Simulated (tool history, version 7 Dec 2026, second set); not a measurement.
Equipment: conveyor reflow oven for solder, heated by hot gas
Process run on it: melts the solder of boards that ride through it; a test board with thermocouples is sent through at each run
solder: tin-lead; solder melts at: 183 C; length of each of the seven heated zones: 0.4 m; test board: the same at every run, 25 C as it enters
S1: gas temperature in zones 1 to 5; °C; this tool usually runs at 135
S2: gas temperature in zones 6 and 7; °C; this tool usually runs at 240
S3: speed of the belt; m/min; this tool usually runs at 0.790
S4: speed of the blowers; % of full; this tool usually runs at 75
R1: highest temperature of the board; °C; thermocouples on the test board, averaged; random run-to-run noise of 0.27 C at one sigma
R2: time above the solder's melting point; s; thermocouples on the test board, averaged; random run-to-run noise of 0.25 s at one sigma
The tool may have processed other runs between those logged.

run	hour	S1	S2	S3	S4	R1	R2
1	0.0	135	240	0.790	75	221.6	47.4
2	26.0	135	240	0.790	75	221.7	47.2
3	68.0	135	240	0.790	75	221.6	47.4
# hour 108.8: flux residue cleaned out of gas plates and filters
4	109.6	135	240	0.790	75	221.5	47.4
5	152.1	134	240	0.790	75	222.0	46.5
6	186.9	122	240	0.790	75	219.3	42.6
7	232.6	122	240	0.790	75	219.6	42.7
8	257.1	135	240	0.654	75	227.5	61.4
9	298.7	135	240	0.654	75	228.0	62.1
10	339.4	135	240	0.790	75	221.7	47.0
11	368.7	135	240	0.790	75	222.1	47.4
12	393.3	135	240	0.790	75	221.8	47.3
13	431.1	133	240	0.790	75	221.7	47.1
14	471.6	135	249	0.652	86	238.7	66.7
15	492.5	135	246	0.752	86	232.4	54.8
16	531.2	130	240	0.790	51	210.9	37.1
# hour 553.5: flux residue cleaned out of gas plates and filters
17	557.1	135	240	0.860	75	219.3	41.5
18	603.0	135	240	0.860	75	218.5	41.8
19	633.3	135	253	0.790	59	227.0	49.8
20	655.1	135	253	0.943	85	229.6	42.4
21	682.8	135	253	0.943	85	229.5	42.6
22	702.8	135	231	0.790	75	213.8	43.0
23	725.4	135	231	0.790	75	214.0	42.6
24	768.7	149	231	0.843	75	215.1	44.4
25	794.0	135	240	0.913	75	216.4	37.4
26	830.3	124	243	0.790	70	221.1	43.6

Forecast each of these 5 alternatives for the next run:
A	857.1	123	240	0.790	75	?	?
B	857.1	145	243	0.790	55	?	?
C	857.1	124	254	0.887	55	?	?
D	857.1	124	243	0.790	70	?	?
E	857.1	135	240	0.790	64	?	?

run	R1	R2
A	219.7	43.1
B	219.2	47.8
C	216.6	35.8
D	220.4	44.0
E	218.0	44.6
Had the tool no hidden state, the same runs would have come out as:
run	R1	R2
A	219.8	43.1
B	219.2	47.7
C	216.6	35.8
D	220.5	44.0
E	218.1	44.6
